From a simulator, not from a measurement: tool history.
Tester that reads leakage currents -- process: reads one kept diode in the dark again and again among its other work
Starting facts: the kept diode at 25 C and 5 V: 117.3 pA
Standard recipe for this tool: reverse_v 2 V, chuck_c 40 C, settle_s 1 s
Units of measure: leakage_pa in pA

run	day	reverse_v	chuck_c	settle_s	leakage_pa
1	0	2	40	1	254.5
2	3.288	2	41	1	274.02
3	5.975	2	41	1	270.99
4	9.183	2	41	1	271.11
5	13.075	2	41	1	269.09
6	15.742	2	41	1	269.71
7	19.517	2	41	1	268.3
8	23.079	2	41	1	268.45
9	25.838	2	39	1	230.6
10	27.829	2	39	1	229.12
11	30.158	2	39	1	229.63
12	33.925	2	39	1	227.38
13	37.542	9.78	39	1	413.08
14	39.438	2	40	1	246.27
15	41.292	2	40	1	243.25
16	44.158	2	40	1	242.42
17	46.904	2	40	1	243.82
18	48.592	2	40	1	241.71
19	52.233	2	40	1	240.87
20	55.092	2	40	1	240.76
# day 55.333: chuck's temperature calibrated
21	57.8	2	40	1	229.14
# day 61.533: chuck's temperature calibrated, once more
22	61.533	2	40	1	273.46
23	65.192	2	40	1	271.79
24	67.129	5.25	47	1	646.6
25	70.683	3.38	48	0.57	590.92
26	73.75	18.58	48	2.05	1109.76
27	76.346	2	40	2.59	269.12
28	79.062	6.37	32	1	226.6
29	82.625	2.04	21	3.19	60.67
30	86.1	6.84	40	0.57	423.82
31	89.833	2	40	4.06	267.9
32	93.321	2	40	4.06	266.03
33	94.912	1.06	35	1	142.88
34	98.371	2	26	0.97	89.36
35	102.154	9.2	59	9.48	1759.47
36	105.796	9.2	59	9.48	1754.86
37	109.238	9.2	59	9.48	1749.55
38	111.392	1.11	20	0.44	43.6
39	113.125	2	56	2.61	814.27
40	115.879	2	32	0.33	142.41

Estimate the outcome of run 41 from the log above:
41	118.05	2	32	0.33	?

Run 41 produced leakage_pa 141.75 pA.
The same run, on a tool lacking any hidden state, would have yielded leakage_pa 149.19 pA.
